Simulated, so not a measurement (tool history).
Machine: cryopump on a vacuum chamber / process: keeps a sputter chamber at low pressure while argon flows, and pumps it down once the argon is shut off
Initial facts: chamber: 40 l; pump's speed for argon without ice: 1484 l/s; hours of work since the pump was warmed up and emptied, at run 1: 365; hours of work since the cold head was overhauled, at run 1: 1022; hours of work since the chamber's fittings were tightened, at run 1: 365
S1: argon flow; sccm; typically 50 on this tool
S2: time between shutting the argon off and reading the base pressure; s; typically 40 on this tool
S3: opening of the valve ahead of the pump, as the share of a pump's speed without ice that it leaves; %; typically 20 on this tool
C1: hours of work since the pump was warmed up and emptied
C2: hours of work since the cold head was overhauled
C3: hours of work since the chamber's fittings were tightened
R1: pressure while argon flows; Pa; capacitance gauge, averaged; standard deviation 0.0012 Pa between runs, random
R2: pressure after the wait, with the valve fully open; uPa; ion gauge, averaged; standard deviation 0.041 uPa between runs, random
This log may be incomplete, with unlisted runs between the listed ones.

run 1 hour=0 | S1=50 S2=40 S3=20 | C1=365 C2=1022 C3=365 | R1=0.2946 R2=2.94
run 2 hour=93 | S1=50 S2=40 S3=20 | C1=445 C2=1102 C3=445 | R1=0.298 R2=3.15
run 3 hour=187.4 | S1=50 S2=40 S3=20 | C1=526 C2=1183 C3=526 | R1=0.3023 R2=3.44
-- hour=198.4 pump warmed up, emptied and cooled again
run 4 hour=277.8 | S1=50 S2=40 S3=20 | C1=68 C2=1257 C3=599 | R1=0.2892 R2=3.34
run 5 hour=386.3 | S1=21 S2=40 S3=20 | C1=162 C2=1350 C3=692 | R1=0.121 R2=3.56
run 6 hour=450 | S1=50 S2=40 S3=20 | C1=216 C2=1405 C3=747 | R1=0.2904 R2=3.73
run 7 hour=526.9 | S1=50 S2=40 S3=20 | C1=282 C2=1471 C3=813 | R1=0.2945 R2=3.89
run 8 hour=613 | S1=50 S2=40 S3=20 | C1=356 C2=1545 C3=887 | R1=0.298 R2=4.12
run 9 hour=698.2 | S1=50 S2=40 S3=20 | C1=430 C2=1618 C3=961 | R1=0.2954 R2=4.26
run 10 hour=752.3 | S1=50 S2=40 S3=20 | C1=476 C2=1665 C3=1007 | R1=0.3003 R2=4.36
-- hour=823.8 pump warmed up, emptied and cooled again
run 11 hour=823.8 | S1=50 S2=40 S3=20 | C1=0 C2=1722 C3=1064 | R1=0.2843 R2=3.94
run 12 hour=947.8 | S1=50 S2=40 S3=18 | C1=107 C2=1828 C3=1171 | R1=0.3201 R2=4.48
run 13 hour=1033.1 | S1=50 S2=40 S3=18 | C1=180 C2=1902 C3=1244 | R1=0.3231 R2=4.6
run 14 hour=1137 | S1=50 S2=40 S3=18 | C1=269 C2=1991 C3=1334 | R1=0.3234 R2=4.67
run 15 hour=1213.4 | S1=50 S2=40 S3=18 | C1=335 C2=2057 C3=1399 | R1=0.3283 R2=5.12
run 16 hour=1314.9 | S1=50 S2=76 S3=16 | C1=422 C2=2144 C3=1486 | R1=0.3711 R2=4.24
-- hour=1369.2 leaking fittings of the chamber tightened, without venting
run 17 hour=1379.9 | S1=50 S2=76 S3=16 | C1=476 C2=2198 C3=9 | R1=0.3705 R2=1.43
-- hour=1451.4 pump warmed up, emptied and cooled again
run 18 hour=1456.7 | S1=50 S2=76 S3=16 | C1=5 C2=2260 C3=71 | R1=0.3549 R2=1.46
run 19 hour=1562.2 | S1=45 S2=160 S3=18 | C1=95 C2=2350 C3=162 | R1=0.2874 R2=1.08
run 20 hour=1652.9 | S1=53 S2=160 S3=52 | C1=173 C2=2428 C3=240 | R1=0.1228 R2=1.23
run 21 hour=1722.3 | S1=29 S2=45 S3=47 | C1=233 C2=2488 C3=299 | R1=0.0752 R2=2.74
run 22 hour=1824.9 | S1=21 S2=23 S3=20 | C1=321 C2=2576 C3=387 | R1=0.1237 R2=4.72
run 23 hour=1896.3 | S1=57 S2=23 S3=20 | C1=382 C2=2638 C3=449 | R1=0.3376 R2=4.96
run 24 hour=1974 | S1=28 S2=134 S3=32 | C1=449 C2=2704 C3=516 | R1=0.1076 R2=1.89
run 25 hour=2037.5 | S1=34 S2=88 S3=20 | C1=504 C2=2759 C3=570 | R1=0.2057 R2=2.46
-- hour=2076.3 pump warmed up, emptied and cooled again
run 26 hour=2133 | S1=50 S2=180 S3=20 | C1=49 C2=2837 C3=648 | R1=0.2878 R2=1.86
run 27 hour=2194.3 | S1=50 S2=280 S3=53 | C1=101 C2=2890 C3=701 | R1=0.1127 R2=1.72
run 28 hour=2315.9 | S1=50 S2=280 S3=53 | C1=206 C2=2994 C3=805 | R1=0.1148 R2=2.06
run 29 hour=2435.4 | S1=50 S2=40 S3=57 | C1=309 C2=3097 C3=908 | R1=0.1104 R2=4.13

Branching from run 29: 3 alternative next runs. What would each branch give?
run A hour=2527.2 | S1=54 S2=40 S3=37 | C1=388 C2=3176 C3=987 | R1=? R2=?
run B hour=2527.2 | S1=52 S2=52 S3=32 | C1=388 C2=3176 C3=987 | R1=? R2=?
run C hour=2527.2 | S1=50 S2=142 S3=46 | C1=388 C2=3176 C3=987 | R1=? R2=?

run=A R1=0.181 R2=4.51
run=B R1=0.1986 R2=3.89
run=C R1=0.1372 R2=2.86
What these runs would have given with no unlogged condition in the tool:
run=A R1=0.167 R2=2.44
run=B R1=0.1851 R2=1.87
run=C R1=0.1243 R2=0.83
